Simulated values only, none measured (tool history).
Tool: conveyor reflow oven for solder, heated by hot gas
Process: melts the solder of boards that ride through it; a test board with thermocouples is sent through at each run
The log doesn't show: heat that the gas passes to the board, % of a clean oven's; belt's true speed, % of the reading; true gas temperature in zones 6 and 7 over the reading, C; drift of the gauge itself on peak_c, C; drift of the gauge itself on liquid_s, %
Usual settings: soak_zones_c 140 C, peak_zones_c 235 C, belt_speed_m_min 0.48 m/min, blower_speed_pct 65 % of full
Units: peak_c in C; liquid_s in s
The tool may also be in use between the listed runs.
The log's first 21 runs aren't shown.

run,hour,soak_zones_c,peak_zones_c,belt_speed_m_min,blower_speed_pct,hours of work since the flux was cleaned out,hours of work since the belt drive was overhauled,hours of work since the thermocouples were changed,peak_c,liquid_s
# hour 229.6: flux residue cleaned out of gas plates and filters, once more
22,233.3,140,235,0.545,88,2,280,546,219.8,52.5
# hour 244: thermocouples of zones 6 and 7 changed
23,246.4,140,235,0.545,88,8,286,1,219,52.6
24,254.1,143,230,0.545,70,13,291,6,210.6,45.6
25,268.1,142,235,0.545,60,21,299,14,211.2,45.9
26,284.5,142,235,0.545,60,30,308,23,210.1,44.7
27,294.7,148,237,0.48,52,36,314,29,215.6,58.2
28,301.5,148,237,0.48,52,39,317,32,215.7,57.9
29,315.8,148,244,0.504,65,47,325,40,223.7,61.7
30,329.3,148,234,0.504,76,55,333,48,218.9,58.9
31,339.2,151,235,0.48,65,61,339,54,218.4,63.1

Forecast each of these 4 alternatives for the next run:
A,347.6,149,247,0.48,65,65,343,58,?,?
B,347.6,137,225,0.48,65,65,343,58,?,?
C,347.6,140,235,0.48,67,65,343,58,?,?
D,347.6,140,235,0.48,53,65,343,58,?,?

run,peak_c,liquid_s
A,228.9,67.2
B,207.3,47.5
C,216.8,56.8
D,211.4,51.1
Without the tool's hidden state the same runs would have given:
run,peak_c,liquid_s
A,229.7,67.3
B,208,48.2
C,217.6,57.2
D,212.1,51.6

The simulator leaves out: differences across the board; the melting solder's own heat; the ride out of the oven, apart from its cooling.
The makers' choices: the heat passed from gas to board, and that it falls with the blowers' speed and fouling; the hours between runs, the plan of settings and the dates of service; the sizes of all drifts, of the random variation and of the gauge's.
